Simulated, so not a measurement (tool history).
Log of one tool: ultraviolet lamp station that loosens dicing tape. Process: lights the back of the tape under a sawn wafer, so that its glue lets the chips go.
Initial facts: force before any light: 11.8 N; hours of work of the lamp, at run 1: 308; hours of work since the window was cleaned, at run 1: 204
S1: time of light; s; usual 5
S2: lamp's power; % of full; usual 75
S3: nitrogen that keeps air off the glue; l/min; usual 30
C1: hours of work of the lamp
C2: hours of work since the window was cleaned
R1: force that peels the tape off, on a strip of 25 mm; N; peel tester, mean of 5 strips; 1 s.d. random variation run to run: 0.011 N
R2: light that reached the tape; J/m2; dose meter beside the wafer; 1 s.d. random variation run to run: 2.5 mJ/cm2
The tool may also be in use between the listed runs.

| run | hour | S1 | S2 | S3 | C1 | C2 | R1 | R2 |
|---|---|---|---|---|---|---|---|---|
| 1 | 0 | 5 | 75 | 30 | 308 | 204 | 0.824 | 2480 |
| 2 | 25.8 | 5 | 62 | 30 | 327 | 222 | 1.394 | 2040 |
| 3 | 65.1 | 5 | 62 | 30 | 356 | 251 | 1.359 | 1960 |
| 4 | 101.9 | 5 | 75 | 30 | 382 | 278 | 0.996 | 2340 |
|  | 117 | window cleaned of glue's vapour |
| 5 | 118.5 | 5 | 75 | 30 | 394 | 1 | 1.153 | 2160 |
| 6 | 144.6 | 5 | 75 | 30 | 413 | 20 | 1.18 | 2130 |
| 7 | 182 | 5 | 75 | 12 | 440 | 47 | 2.188 | 2040 |
| 8 | 209.3 | 5 | 75 | 12 | 460 | 67 | 2.317 | 2010 |
| 9 | 247 | 5 | 69 | 12 | 487 | 94 | 2.732 | 1830 |
| 10 | 265.9 | 5 | 81 | 30 | 501 | 108 | 1.206 | 2090 |
| 11 | 302.2 | 5 | 81 | 30 | 527 | 134 | 1.283 | 2010 |
| 12 | 331.2 | 5 | 81 | 30 | 548 | 155 | 1.411 | 2000 |
|  | 346.7 | window cleaned of glue's vapour, once more |
| 13 | 347.8 | 5 | 81 | 30 | 560 | 1 | 0.625 | 2780 |
| 14 | 385.2 | 5 | 81 | 30 | 587 | 28 | 0.69 | 2810 |
| 15 | 408.1 | 2 | 75 | 36 | 604 | 45 | 3.607 | 1020 |
| 16 | 437.9 | 3 | 98 | 30 | 625 | 66 | 1.49 | 1940 |

Some steps in R1 between neighbouring runs. How much of each would the tool show without its hidden state too (settings, what came in, random variation), and how much is left for the hidden state, with any gauge scatter that isn't in both results?
The hidden state here: lamp's light, % of a new lamp's; light that the window lets through, % of a clean one's; drift of the gauge itself on peel_n, %; drift of the gauge itself on dose_mj_cm2, %.
Run 12 -> 13: window cleaned of glue's vapour, once more. R1 -0.786 N: hidden state -0.77, all else -0.016.
Run 14 -> 15: S1 5 -> 2, S2 81 -> 75, S3 30 -> 36. R1 +2.917 N: hidden state +0.586, all else +2.331.

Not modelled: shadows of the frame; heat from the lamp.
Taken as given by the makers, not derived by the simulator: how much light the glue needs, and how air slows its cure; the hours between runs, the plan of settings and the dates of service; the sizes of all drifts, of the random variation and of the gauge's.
